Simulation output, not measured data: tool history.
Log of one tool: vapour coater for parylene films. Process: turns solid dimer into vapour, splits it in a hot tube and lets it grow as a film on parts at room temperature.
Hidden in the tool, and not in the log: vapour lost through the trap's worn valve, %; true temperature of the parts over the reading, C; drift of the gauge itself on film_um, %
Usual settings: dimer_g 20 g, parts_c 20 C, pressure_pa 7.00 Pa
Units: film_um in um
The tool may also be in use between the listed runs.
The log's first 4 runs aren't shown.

| run | day | dimer_g | parts_c | pressure_pa | hours of work since the trap's valve was overhauled | hours of work since the table's thermometer was calibrated | film_um |
|---|---|---|---|---|---|---|---|
| 5 | 2.100 | 20 | 20 | 7.00 | 104 | 354 | 4.36 |
| 6 | 2.583 | 20 | 23 | 7.00 | 114 | 363 | 3.70 |
| 7 | 3.038 | 12 | 20 | 7.00 | 122 | 372 | 2.56 |
| 8 | 3.471 | 12 | 20 | 7.00 | 131 | 380 | 2.53 |
| 9 | 3.988 | 12 | 20 | 7.00 | 141 | 390 | 2.51 |
| 10 | 4.321 | 20 | 20 | 2.01 | 147 | 397 | 5.39 |
| 11 | 5.092 | 20 | 20 | 2.01 | 162 | 412 | 5.32 |
| 12 | 5.696 | 19 | 20 | 2.01 | 174 | 424 | 5.09 |
| 13 | 6.025 | 19 | 20 | 2.01 | 181 | 430 | 5.04 |
| 14 | 6.704 | 20 | 20 | 9.52 | 194 | 443 | 3.92 |
| 15 | 7.342 | 20 | 20 | 9.52 | 206 | 456 | 3.92 |
| 16 | 8.100 | 20 | 20 | 9.52 | 221 | 470 | 3.88 |
| 17 | 8.829 | 20 | 20 | 9.52 | 235 | 485 | 3.92 |
| 18 | 9.488 | 20 | 20 | 9.52 | 248 | 497 | 3.84 |
|  | 9.704 | trap's valve overhauled |
| 19 | 10.075 | 29 | 16 | 7.75 | 7 | 506 | 6.61 |
| 20 | 10.833 | 12 | 18 | 2.22 | 22 | 520 | 3.20 |
| 21 | 11.229 | 12 | 18 | 2.22 | 30 | 528 | 3.23 |
| 22 | 12.000 | 15 | 20 | 7.00 | 45 | 543 | 2.98 |
| 23 | 12.446 | 19 | 20 | 3.75 | 53 | 552 | 4.20 |
| 24 | 12.862 | 19 | 20 | 3.75 | 61 | 560 | 4.15 |
| 25 | 13.442 | 19 | 20 | 3.75 | 73 | 571 | 4.19 |
|  | 14.333 | trap's valve overhauled, once more |
| 26 | 14.333 | 19 | 21 | 8.02 | 0 | 585 | 3.86 |
| 27 | 14.896 | 19 | 29 | 2.49 | 11 | 596 | 3.35 |

Run 28 comes next. What will it give?
| 28 | 15.488 | 19 | 29 | 2.49 | 22 | 608 | ? |

Run 28 gave film_um 3.39 um.
Without the tool's hidden state the same run would have given film_um 3.55 um.
